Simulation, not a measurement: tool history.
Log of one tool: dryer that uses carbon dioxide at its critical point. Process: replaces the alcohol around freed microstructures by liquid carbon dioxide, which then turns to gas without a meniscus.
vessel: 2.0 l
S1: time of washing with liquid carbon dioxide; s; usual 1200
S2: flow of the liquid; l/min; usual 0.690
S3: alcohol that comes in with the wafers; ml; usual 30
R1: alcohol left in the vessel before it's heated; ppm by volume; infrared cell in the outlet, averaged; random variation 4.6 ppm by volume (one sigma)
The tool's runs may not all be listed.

| run | day | S1 | S2 | S3 | R1 |
|---|---|---|---|---|---|
| 1 | 0.000 | 1200 | 0.690 | 30 | 106 |
| 2 | 0.196 | 1200 | 0.690 | 30 | 113 |
| 3 | 0.633 | 1200 | 0.690 | 30 | 122 |
| 4 | 1.021 | 1200 | 0.690 | 22 | 96 |
| 5 | 1.475 | 1200 | 0.690 | 30 | 116 |
| 6 | 1.929 | 1200 | 0.690 | 30 | 113 |
| 7 | 2.179 | 1200 | 0.690 | 30 | 124 |
| 8 | 2.433 | 1200 | 0.690 | 30 | 128 |
| 9 | 2.883 | 1200 | 0.690 | 30 | 129 |
| 10 | 3.208 | 1200 | 0.690 | 30 | 126 |
| 11 | 3.575 | 1200 | 0.690 | 30 | 126 |
| 12 | 3.950 | 1200 | 0.690 | 30 | 120 |
| 13 | 4.408 | 1200 | 0.690 | 30 | 128 |
| 14 | 4.821 | 1200 | 0.690 | 30 | 126 |
| 15 | 5.067 | 1200 | 0.690 | 30 | 127 |
| 16 | 5.271 | 1200 | 0.690 | 30 | 132 |
| 17 | 5.600 | 1560 | 0.647 | 63 | 92 |
| 18 | 5.854 | 1560 | 1.083 | 63 | 33 |
| 19 | 6.079 | 1560 | 1.083 | 29 | 38 |
| 20 | 6.300 | 1560 | 1.083 | 29 | 42 |
| 21 | 6.617 | 1560 | 1.083 | 29 | 36 |
| 22 | 6.921 | 1320 | 0.690 | 43 | 127 |
| 23 | 7.333 | 1320 | 0.690 | 43 | 126 |
| 24 | 7.608 | 1320 | 0.690 | 38 | 120 |
| 25 | 7.846 | 1320 | 0.690 | 38 | 120 |
| 26 | 8.083 | 900 | 1.165 | 78 | 115 |
| 27 | 8.529 | 900 | 1.165 | 78 | 115 |
| 28 | 8.925 | 900 | 1.165 | 78 | 119 |

Some steps in R1 between neighbouring runs. How much of each would the tool show without its hidden state too (settings, what came in, random variation), and how much is left for the hidden state, with any gauge scatter that isn't in both results?
The hidden state here: flow that reaches the vessel past the clogged filter, %; alcohol in the recycled carbon dioxide, ppm; drift of the gauge itself on alcohol_ppm, %.
Run 17 -> 18: S2 0.647 -> 1.083. R1 -59 ppm by volume: hidden state -30, all else -29.
Run 21 -> 22: S1 1560 -> 1320, S2 1.083 -> 0.690, S3 29 -> 43. R1 +91 ppm by volume: hidden state +36, all else +55.

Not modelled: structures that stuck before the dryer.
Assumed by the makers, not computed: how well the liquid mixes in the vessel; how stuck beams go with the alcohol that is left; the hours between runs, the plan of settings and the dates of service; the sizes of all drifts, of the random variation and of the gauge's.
